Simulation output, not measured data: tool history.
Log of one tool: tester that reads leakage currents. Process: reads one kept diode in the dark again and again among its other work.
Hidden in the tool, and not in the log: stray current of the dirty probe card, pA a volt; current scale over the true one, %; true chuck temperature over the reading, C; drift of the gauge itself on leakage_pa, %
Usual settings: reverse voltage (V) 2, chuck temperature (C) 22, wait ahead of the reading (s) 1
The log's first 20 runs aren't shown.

run	hour	reverse voltage (V)	chuck temperature (C)	wait ahead of the reading (s)	hours of work since the probe card was cleaned	hours of work since the tester was calibrated	hours of work since the chuck was calibrated	current that the tester gives (pA)
21	3296.9	12.29	36	0.76	1046	151	1695	578.49
22	3431.5	13.79	25	5.31	1116	220	1764	219.33
23	3547.3	13.79	25	5.31	1175	280	1824	219.07
24	3653.2	13.79	25	5.31	1230	334	1879	220.22
25	3847	13.79	25	5.31	1330	434	1978	218.08
26	3976.1	2	50	8.29	1396	500	2045	745.78
27	4172.3	2	50	0.57	1497	601	2146	750.4
28	4316.7	5.93	29	1.43	1571	676	2220	206.73

The next listed run, before its measurement:
29	4431.4	5.93	21	1.43	1631	735	2279	?

Run 29 gave current that the tester gives (pA) 95.8.
Without the tool's hidden state the same run would have given current that the tester gives (pA) 95.72.

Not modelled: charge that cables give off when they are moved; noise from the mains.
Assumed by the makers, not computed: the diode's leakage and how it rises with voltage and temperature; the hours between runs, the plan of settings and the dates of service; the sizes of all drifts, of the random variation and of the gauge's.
